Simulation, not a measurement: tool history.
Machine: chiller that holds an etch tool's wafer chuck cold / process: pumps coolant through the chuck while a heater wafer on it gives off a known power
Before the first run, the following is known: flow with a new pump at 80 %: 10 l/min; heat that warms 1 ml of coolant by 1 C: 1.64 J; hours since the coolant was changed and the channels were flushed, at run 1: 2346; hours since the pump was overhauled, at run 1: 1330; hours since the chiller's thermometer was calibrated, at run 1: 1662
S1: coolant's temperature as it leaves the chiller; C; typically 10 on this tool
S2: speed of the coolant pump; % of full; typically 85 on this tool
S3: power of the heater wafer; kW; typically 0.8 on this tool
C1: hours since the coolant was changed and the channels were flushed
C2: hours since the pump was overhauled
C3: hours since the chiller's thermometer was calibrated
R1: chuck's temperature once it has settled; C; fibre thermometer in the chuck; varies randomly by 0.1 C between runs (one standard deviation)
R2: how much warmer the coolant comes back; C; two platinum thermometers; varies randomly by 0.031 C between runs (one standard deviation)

{"run": 1, "hour": 0.0, "S1": 10, "S2": 85, "S3": 0.8, "C1": 2346, "C2": 1330, "C3": 1662, "R1": 17.1, "R2": 2.79}
{"run": 2, "hour": 121.3, "S1": 10, "S2": 85, "S3": 0.8, "C1": 2467, "C2": 1451, "C3": 1784, "R1": 17.2, "R2": 2.79}
{"run": 3, "hour": 240.1, "S1": 10, "S2": 85, "S3": 0.8, "C1": 2586, "C2": 1570, "C3": 1903, "R1": 17.1, "R2": 2.81}
{"run": 4, "hour": 320.1, "S1": 10, "S2": 85, "S3": 0.8, "C1": 2666, "C2": 1650, "C3": 1983, "R1": 17, "R2": 2.8}
{"run": 5, "hour": 383.6, "S1": 10, "S2": 85, "S3": 0.8, "C1": 2729, "C2": 1714, "C3": 2046, "R1": 17.1, "R2": 2.86}
{"run": 6, "hour": 462.5, "S1": 10, "S2": 85, "S3": 0.8, "C1": 2808, "C2": 1793, "C3": 2125, "R1": 16.9, "R2": 2.76}
{"run": 7, "hour": 542.0, "S1": 10, "S2": 85, "S3": 0.8, "C1": 2888, "C2": 1872, "C3": 2204, "R1": 17.1, "R2": 2.83}
{"run": 8, "hour": 640.0, "S1": 7, "S2": 85, "S3": 0.8, "C1": 2986, "C2": 1970, "C3": 2302, "R1": 14.1, "R2": 2.78}
{"run": 9, "hour": 713.7, "S1": 7, "S2": 85, "S3": 0.8, "C1": 3059, "C2": 2044, "C3": 2376, "R1": 14, "R2": 2.8}
{"run": 10, "hour": 836.3, "S1": 10, "S2": 85, "S3": 0.602, "C1": 3182, "C2": 2166, "C3": 2499, "R1": 15.3, "R2": 2.13}
{"run": 11, "hour": 923.3, "S1": 10, "S2": 85, "S3": 0.602, "C1": 3269, "C2": 2253, "C3": 2586, "R1": 15.2, "R2": 2.14}
{"run": 12, "hour": 1023.4, "S1": 10, "S2": 85, "S3": 0.602, "C1": 3369, "C2": 2354, "C3": 2686, "R1": 15.3, "R2": 2.12}
{"run": 13, "hour": 1143.6, "S1": 10, "S2": 85, "S3": 0.624, "C1": 3489, "C2": 2474, "C3": 2806, "R1": 15.6, "R2": 2.23}
{"run": 14, "hour": 1194.5, "S1": 10, "S2": 85, "S3": 0.624, "C1": 3540, "C2": 2525, "C3": 2857, "R1": 15.5, "R2": 2.18}
{"run": 15, "hour": 1279.9, "S1": 10, "S2": 85, "S3": 0.624, "C1": 3626, "C2": 2610, "C3": 2942, "R1": 15.7, "R2": 2.2}
{"run": 16, "hour": 1372.1, "S1": 10, "S2": 85, "S3": 0.624, "C1": 3718, "C2": 2702, "C3": 3035, "R1": 15.6, "R2": 2.23}
{"run": 17, "hour": 1480.4, "S1": 10, "S2": 85, "S3": 0.624, "C1": 3826, "C2": 2811, "C3": 3143, "R1": 15.5, "R2": 2.21}
{"run": 18, "hour": 1576.5, "S1": 10, "S2": 67, "S3": 0.451, "C1": 3922, "C2": 2907, "C3": 3239, "R1": 14.6, "R2": 2.1}
{"run": 19, "hour": 1645.3, "S1": 10, "S2": 72, "S3": 0.451, "C1": 3991, "C2": 2975, "C3": 3308, "R1": 14.4, "R2": 1.98}
{"run": 20, "hour": 1709.7, "S1": 10, "S2": 83, "S3": 0.8, "C1": 4055, "C2": 3040, "C3": 3372, "R1": 17.3, "R2": 2.96}
{"run": 21, "hour": 1761.0, "S1": 10, "S2": 72, "S3": 0.8, "C1": 4107, "C2": 3091, "C3": 3423, "R1": 18.4, "R2": 3.42}
{"run": 22, "hour": 1883.3, "S1": 10, "S2": 72, "S3": 0.8, "C1": 4229, "C2": 3213, "C3": 3546, "R1": 18.4, "R2": 3.45}
{"run": 23, "hour": 1983.2, "S1": 5, "S2": 80, "S3": 0.48, "C1": 4329, "C2": 3313, "C3": 3646, "R1": 9.5, "R2": 1.9}
{"run": 24, "hour": 2050.1, "S1": 6, "S2": 78, "S3": 0.8, "C1": 4396, "C2": 3380, "C3": 3713, "R1": 13.7, "R2": 3.14}
{"run": 25, "hour": 2172.1, "S1": 10, "S2": 79, "S3": 0.589, "C1": 4518, "C2": 3502, "C3": 3835, "R1": 15.7, "R2": 2.39}
{"run": 26, "hour": 2228.9, "S1": 16, "S2": 69, "S3": 0.448, "C1": 4575, "C2": 3559, "C3": 3891, "R1": 20.7, "R2": 2.08}
{"run": 27, "hour": 2303.7, "S1": 6, "S2": 81, "S3": 0.8, "C1": 4649, "C2": 3634, "C3": 3966, "R1": 13.5, "R2": 3.04}
{"run": 28, "hour": 2368.2, "S1": 8, "S2": 81, "S3": 0.685, "C1": 4714, "C2": 3698, "C3": 4031, "R1": 14.4, "R2": 2.59}
{"run": 29, "hour": 2462.9, "S1": 10, "S2": 69, "S3": 1.074, "C1": 4809, "C2": 3793, "C3": 4125, "R1": 21.8, "R2": 4.94}
{"run": 30, "hour": 2556.9, "S1": 10, "S2": 85, "S3": 0.692, "C1": 4903, "C2": 3887, "C3": 4219, "R1": 16.1, "R2": 2.53}
{"run": 31, "hour": 2658.3, "S1": 10, "S2": 85, "S3": 0.692, "C1": 5004, "C2": 3988, "C3": 4321, "R1": 16.2, "R2": 2.54}

How would selected steps in R1 from run to run divide? Give the signed amount a tool lacking its hidden state would still show from settings, what came in and random variation, and the signed amount left for the hidden state, including any gauge scatter that is not in both of the compared results.
Unlogged tool condition in this case: heat passed by the chuck's channels, % of clean ones'; flow at a given pump speed, % of a new pump's; coolant's true temperature over the reading, C; drift of the gauge itself on chuck_c, C; drift of the gauge itself on warmer_back_c, C.
Run 22 -> 23: S1 10 -> 5, S2 72 -> 80, S3 0.8 -> 0.48. R1 -8.9 C: hidden state -0.4, all else -8.5.
Run 26 -> 27: S1 16 -> 6, S2 69 -> 81, S3 0.448 -> 0.8. R1 -7.2 C: hidden state +0.2, all else -7.4.
Run 28 -> 29: S1 8 -> 10, S2 81 -> 69, S3 0.685 -> 1.074. R1 +7.4 C: hidden state +0.7, all else +6.7.
Run 29 -> 30: S2 69 -> 85, S3 1.074 -> 0.692. R1 -5.7 C: hidden state -0.6, all else -5.1.
